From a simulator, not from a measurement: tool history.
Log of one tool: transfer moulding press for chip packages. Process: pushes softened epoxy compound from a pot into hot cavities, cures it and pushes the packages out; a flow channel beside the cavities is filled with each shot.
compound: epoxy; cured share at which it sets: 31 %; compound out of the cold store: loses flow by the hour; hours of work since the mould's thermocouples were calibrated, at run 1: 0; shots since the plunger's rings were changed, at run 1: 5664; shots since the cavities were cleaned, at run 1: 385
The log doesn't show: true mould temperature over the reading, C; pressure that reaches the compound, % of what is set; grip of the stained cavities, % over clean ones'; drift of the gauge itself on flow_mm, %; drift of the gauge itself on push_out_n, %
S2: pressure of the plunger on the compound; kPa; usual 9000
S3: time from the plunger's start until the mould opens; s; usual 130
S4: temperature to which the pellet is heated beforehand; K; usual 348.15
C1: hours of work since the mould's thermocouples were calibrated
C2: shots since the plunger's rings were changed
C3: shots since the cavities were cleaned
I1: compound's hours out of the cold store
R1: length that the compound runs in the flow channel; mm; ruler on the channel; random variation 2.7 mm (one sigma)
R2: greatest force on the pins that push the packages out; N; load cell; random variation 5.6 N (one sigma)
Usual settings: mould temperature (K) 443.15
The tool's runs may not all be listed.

{"run": 1, "hour": 0.0, "mould temperature (K)": 443.15, "S2": 9000, "S3": 130, "S4": 348.15, "C1": 0, "C2": 5664, "C3": 385, "I1": 42.1, "R1": 590, "R2": 319}
{"run": 2, "hour": 39.8, "mould temperature (K)": 443.15, "S2": 9000, "S3": 143, "S4": 348.15, "C1": 27, "C2": 6077, "C3": 798, "I1": 44.4, "R1": 580, "R2": 367}
{"hour": 62.1, "done": "cavities cleaned with cleaning compound and waxed"}
{"hour": 85.1, "done": "plunger's sealing rings changed"}
{"run": 3, "hour": 86.1, "mould temperature (K)": 443.15, "S2": 9000, "S3": 143, "S4": 348.15, "C1": 57, "C2": 10, "C3": 222, "I1": 26.3, "R1": 700, "R2": 290}
{"run": 4, "hour": 118.6, "mould temperature (K)": 445.15, "S2": 9000, "S3": 143, "S4": 348.15, "C1": 79, "C2": 347, "C3": 559, "I1": 18.7, "R1": 731, "R2": 332}
{"hour": 165.4, "done": "cavities cleaned with cleaning compound and waxed"}
{"run": 5, "hour": 165.4, "mould temperature (K)": 445.15, "S2": 9000, "S3": 143, "S4": 348.15, "C1": 110, "C2": 817, "C3": 0, "I1": 45.5, "R1": 606, "R2": 197}
{"run": 6, "hour": 189.7, "mould temperature (K)": 443.15, "S2": 9000, "S3": 130, "S4": 348.15, "C1": 127, "C2": 1069, "C3": 252, "I1": 17.7, "R1": 741, "R2": 284}
{"run": 7, "hour": 234.7, "mould temperature (K)": 443.15, "S2": 9000, "S3": 130, "S4": 348.15, "C1": 158, "C2": 1535, "C3": 718, "I1": 22.1, "R1": 708, "R2": 372}
{"hour": 264.3, "done": "cavities cleaned with cleaning compound and waxed"}
{"run": 8, "hour": 270.0, "mould temperature (K)": 443.15, "S2": 9000, "S3": 130, "S4": 348.15, "C1": 181, "C2": 1886, "C3": 59, "I1": 27.0, "R1": 681, "R2": 226}
{"run": 9, "hour": 300.0, "mould temperature (K)": 443.15, "S2": 9000, "S3": 130, "S4": 348.15, "C1": 202, "C2": 2197, "C3": 370, "I1": 16.5, "R1": 736, "R2": 312}
{"run": 10, "hour": 323.7, "mould temperature (K)": 443.15, "S2": 9000, "S3": 130, "S4": 348.15, "C1": 218, "C2": 2443, "C3": 616, "I1": 16.1, "R1": 731, "R2": 384}
{"run": 11, "hour": 343.7, "mould temperature (K)": 443.15, "S2": 9000, "S3": 130, "S4": 348.15, "C1": 232, "C2": 2650, "C3": 823, "I1": 18.0, "R1": 722, "R2": 372}
{"hour": 364.7, "done": "cavities cleaned with cleaning compound and waxed"}
{"run": 12, "hour": 384.0, "mould temperature (K)": 443.15, "S2": 9000, "S3": 130, "S4": 348.15, "C1": 259, "C2": 3052, "C3": 200, "I1": 23.6, "R1": 688, "R2": 286}
{"run": 13, "hour": 402.5, "mould temperature (K)": 443.15, "S2": 9000, "S3": 130, "S4": 348.15, "C1": 272, "C2": 3244, "C3": 392, "I1": 13.4, "R1": 741, "R2": 324}
{"run": 14, "hour": 436.3, "mould temperature (K)": 447.15, "S2": 9000, "S3": 130, "S4": 348.15, "C1": 295, "C2": 3594, "C3": 742, "I1": 39.9, "R1": 610, "R2": 354}
{"hour": 464.7, "done": "cavities cleaned with cleaning compound and waxed"}
{"run": 15, "hour": 469.1, "mould temperature (K)": 443.15, "S2": 8660, "S3": 110, "S4": 348.15, "C1": 317, "C2": 3919, "C3": 46, "I1": 26.6, "R1": 656, "R2": 261}
{"run": 16, "hour": 506.4, "mould temperature (K)": 443.15, "S2": 9370, "S3": 154, "S4": 353.15, "C1": 342, "C2": 4306, "C3": 433, "I1": 44.3, "R1": 602, "R2": 308}
{"run": 17, "hour": 542.6, "mould temperature (K)": 436.15, "S2": 8000, "S3": 119, "S4": 343.15, "C1": 367, "C2": 4680, "C3": 807, "I1": 44.7, "R1": 555, "R2": 539}
{"hour": 566.2, "done": "cavities cleaned with cleaning compound and waxed"}
{"run": 18, "hour": 576.6, "mould temperature (K)": 443.15, "S2": 9000, "S3": 115, "S4": 348.15, "C1": 390, "C2": 5017, "C3": 107, "I1": 12.8, "R1": 736, "R2": 286}
{"run": 19, "hour": 602.9, "mould temperature (K)": 436.15, "S2": 8410, "S3": 123, "S4": 356.15, "C1": 408, "C2": 5290, "C3": 380, "I1": 13.9, "R1": 713, "R2": 451}
{"run": 20, "hour": 647.0, "mould temperature (K)": 450.15, "S2": 9180, "S3": 159, "S4": 348.15, "C1": 438, "C2": 5747, "C3": 837, "I1": 41.8, "R1": 589, "R2": 355}
{"hour": 667.5, "done": "cavities cleaned with cleaning compound and waxed"}
{"run": 21, "hour": 667.5, "mould temperature (K)": 447.15, "S2": 9610, "S3": 116, "S4": 343.15, "C1": 451, "C2": 5944, "C3": 0, "I1": 44.4, "R1": 592, "R2": 193}
{"run": 22, "hour": 686.5, "mould temperature (K)": 449.15, "S2": 9080, "S3": 130, "S4": 348.15, "C1": 465, "C2": 6142, "C3": 198, "I1": 8.1, "R1": 743, "R2": 243}
{"run": 23, "hour": 713.4, "mould temperature (K)": 449.15, "S2": 9080, "S3": 130, "S4": 348.15, "C1": 483, "C2": 6420, "C3": 476, "I1": 37.6, "R1": 601, "R2": 314}
{"hour": 724.9, "done": "plunger's sealing rings changed"}
{"run": 24, "hour": 760.1, "mould temperature (K)": 449.15, "S2": 9080, "S3": 128, "S4": 355.15, "C1": 514, "C2": 366, "C3": 935, "I1": 33.9, "R1": 662, "R2": 364}
{"hour": 769.4, "done": "cavities cleaned with cleaning compound and waxed"}
{"run": 25, "hour": 789.5, "mould temperature (K)": 449.15, "S2": 9080, "S3": 128, "S4": 355.15, "C1": 533, "C2": 654, "C3": 208, "I1": 17.5, "R1": 736, "R2": 269}
{"hour": 821.0, "done": "mould's thermocouples calibrated"}
{"run": 26, "hour": 835.0, "mould temperature (K)": 449.15, "S2": 9080, "S3": 117, "S4": 352.15, "C1": 10, "C2": 1105, "C3": 659, "I1": 11.3, "R1": 769, "R2": 356}
{"run": 27, "hour": 860.7, "mould temperature (K)": 449.15, "S2": 9080, "S3": 117, "S4": 352.15, "C1": 27, "C2": 1372, "C3": 926, "I1": 13.0, "R1": 750, "R2": 370}

Forecast each of these 5 alternatives for the next run:
{"hour": 871.6, "done": "cavities cleaned with cleaning compound and waxed"}
{"run": "A", "hour": 894.1, "mould temperature (K)": 447.15, "S2": 9600, "S3": 130, "S4": 355.15, "C1": 49, "C2": 1703, "C3": 234, "I1": 31.1, "R1": "?", "R2": "?"}
{"hour": 871.6, "done": "cavities cleaned with cleaning compound and waxed"}
{"run": "B", "hour": 894.1, "mould temperature (K)": 443.15, "S2": 10580, "S3": 128, "S4": 345.15, "C1": 49, "C2": 1703, "C3": 234, "I1": 9.4, "R1": "?", "R2": "?"}
{"hour": 871.6, "done": "cavities cleaned with cleaning compound and waxed"}
{"run": "C", "hour": 894.1, "mould temperature (K)": 443.15, "S2": 6830, "S3": 165, "S4": 352.15, "C1": 49, "C2": 1703, "C3": 234, "I1": 38.8, "R1": "?", "R2": "?"}
{"hour": 871.6, "done": "cavities cleaned with cleaning compound and waxed"}
{"run": "D", "hour": 894.1, "mould temperature (K)": 441.15, "S2": 9080, "S3": 163, "S4": 352.15, "C1": 49, "C2": 1703, "C3": 234, "I1": 42.5, "R1": "?", "R2": "?"}
{"hour": 871.6, "done": "cavities cleaned with cleaning compound and waxed"}
{"run": "E", "hour": 894.1, "mould temperature (K)": 436.15, "S2": 9000, "S3": 130, "S4": 348.15, "C1": 49, "C2": 1703, "C3": 234, "I1": 38.9, "R1": "?", "R2": "?"}

run=A R1=684 R2=287
run=B R1=842 R2=290
run=C R1=552 R2=275
run=D R1=623 R2=275
run=E R1=642 R2=345
Without the tool's hidden state the same runs would have given:
run=A R1=697 R2=196
run=B R1=857 R2=200
run=C R1=562 R2=186
run=D R1=634 R2=188
run=E R1=654 R2=239

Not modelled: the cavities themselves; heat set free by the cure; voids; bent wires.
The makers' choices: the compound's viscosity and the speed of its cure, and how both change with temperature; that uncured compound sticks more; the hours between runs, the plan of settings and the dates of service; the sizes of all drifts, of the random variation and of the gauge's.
